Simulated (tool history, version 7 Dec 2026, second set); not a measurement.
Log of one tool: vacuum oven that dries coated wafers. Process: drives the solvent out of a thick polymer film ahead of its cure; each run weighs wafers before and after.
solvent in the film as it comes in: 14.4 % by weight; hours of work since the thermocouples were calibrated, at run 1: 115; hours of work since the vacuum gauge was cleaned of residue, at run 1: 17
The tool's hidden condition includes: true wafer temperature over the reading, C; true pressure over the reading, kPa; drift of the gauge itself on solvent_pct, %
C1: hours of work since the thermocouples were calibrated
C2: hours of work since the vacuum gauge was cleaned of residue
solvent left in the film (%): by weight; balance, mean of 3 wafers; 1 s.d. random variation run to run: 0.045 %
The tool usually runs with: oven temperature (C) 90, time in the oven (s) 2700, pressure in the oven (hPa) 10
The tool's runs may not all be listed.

Run 1, day 0: usual settings; C1 115; C2 17. Result: solvent left in the film (%) 1.04.
Run 2, day 0.667: usual settings; C1 127; C2 29. Result: solvent left in the film (%) 0.95.
Run 3, day 0.967: usual settings; C1 132; C2 34. Result: solvent left in the film (%) 0.93.
Run 4, day 1.408: usual settings; C1 140; C2 42. Result: solvent left in the film (%) 1.06.
Run 5, day 1.8: usual settings; C1 146; C2 48. Result: solvent left in the film (%) 1.01.
Run 6, day 2.342: usual settings but time in the oven (s) 3360; C1 156; C2 58. Result: solvent left in the film (%) 0.72.
Run 7, day 2.988: usual settings but time in the oven (s) 3360; C1 167; C2 69. Result: solvent left in the film (%) 0.69.
Run 8, day 3.421: usual settings but time in the oven (s) 3360; C1 174; C2 76. Result: solvent left in the film (%) 0.72.
Run 9, day 4.038: usual settings but time in the oven (s) 3360; C1 185; C2 87. Result: solvent left in the film (%) 0.73.
Run 10, day 4.542: usual settings but time in the oven (s) 3360; C1 194; C2 96. Result: solvent left in the film (%) 0.69.
Run 11, day 4.817: usual settings but time in the oven (s) 3360; C1 199; C2 101. Result: solvent left in the film (%) 0.61.
Run 12, day 5.15: usual settings but time in the oven (s) 3360; C1 204; C2 106. Result: solvent left in the film (%) 0.65.
Run 13, day 5.446: usual settings but time in the oven (s) 3360; C1 209; C2 111. Result: solvent left in the film (%) 0.62.
Run 14, day 6.021: usual settings but time in the oven (s) 3360; C1 219; C2 121. Result: solvent left in the film (%) 0.63.
Run 15, day 6.688: usual settings but time in the oven (s) 3360; C1 231; C2 133. Result: solvent left in the film (%) 0.65.
Run 16, day 7.029: usual settings but time in the oven (s) 3360; C1 237; C2 139. Result: solvent left in the film (%) 0.56.
Run 17, day 7.558: usual settings but time in the oven (s) 3060; C1 246; C2 148. Result: solvent left in the film (%) 0.73.
Run 18, day 8.058: usual settings but oven temperature (C) 82; C1 255; C2 157. Result: solvent left in the film (%) 2.17.
Run 19, day 8.396: usual settings but oven temperature (C) 82; C1 260; C2 162. Result: solvent left in the film (%) 2.1.
Run 20, day 8.796: usual settings but oven temperature (C) 97; C1 267; C2 169. Result: solvent left in the film (%) 0.43.
Run 21, day 9.288: usual settings but oven temperature (C) 97, time in the oven (s) 3960; C1 276; C2 178. Result: solvent left in the film (%) 0.36.
Run 22, day 9.692: usual settings but oven temperature (C) 97, time in the oven (s) 1800; C1 283; C2 185. Result: solvent left in the film (%) 1.03.
Run 23, day 10.083: usual settings but oven temperature (C) 97, time in the oven (s) 1800; C1 290; C2 192. Result: solvent left in the film (%) 1.04.
Run 24, day 10.712: usual settings but oven temperature (C) 84, time in the oven (s) 1860, pressure in the oven (hPa) 10.3; C1 300; C2 202. Result: solvent left in the film (%) 3.05.
Run 25, day 11.179: usual settings but oven temperature (C) 84, time in the oven (s) 1320, pressure in the oven (hPa) 10.3; C1 308; C2 210. Result: solvent left in the film (%) 4.48.
Run 26, day 11.533: usual settings but oven temperature (C) 84, time in the oven (s) 1320, pressure in the oven (hPa) 10.3; C1 315; C2 217. Result: solvent left in the film (%) 4.4.
Run 27, day 12.096: usual settings but oven temperature (C) 84, time in the oven (s) 1320, pressure in the oven (hPa) 10.3; C1 324; C2 226. Result: solvent left in the film (%) 4.52.
Run 28, day 12.733: usual settings but oven temperature (C) 84, time in the oven (s) 1320, pressure in the oven (hPa) 10.3; C1 335; C2 237. Result: solvent left in the film (%) 4.54.
Run 29, day 13.312: usual settings but oven temperature (C) 91, time in the oven (s) 2100, pressure in the oven (hPa) 27.6; C1 345; C2 247. Result: solvent left in the film (%) 1.87.

Predict each of these 5 candidate next runs independently; none follows another, all start after run 29:
Run A, day 13.746: usual settings but oven temperature (C) 88, time in the oven (s) 2580, pressure in the oven (hPa) 6.3; C1 353; C2 255. Result: solvent left in the film (%) ?.
Run B, day 13.746: usual settings but oven temperature (C) 91, pressure in the oven (hPa) 5.7; C1 353; C2 255. Result: solvent left in the film (%) ?.
Run C, day 13.746: usual settings but oven temperature (C) 91, time in the oven (s) 1440, pressure in the oven (hPa) 27.6; C1 353; C2 255. Result: solvent left in the film (%) ?.
Run D, day 13.746: usual settings but oven temperature (C) 96, time in the oven (s) 3300; C1 353; C2 255. Result: solvent left in the film (%) ?.
Run E, day 13.746: usual settings but pressure in the oven (hPa) 20.5; C1 353; C2 255. Result: solvent left in the film (%) ?.

run  solvent left in the film (%)
  A                           1.2
  B                          0.74
  C                          3.02
  D                          0.39
  E                           1.3
Take away the tool's hidden state, keep each run's random variation, and the runs would have read:
run  solvent left in the film (%)
  A                          1.19
  B                          0.72
  C                          3.03
  D                          0.37
  E                          1.29
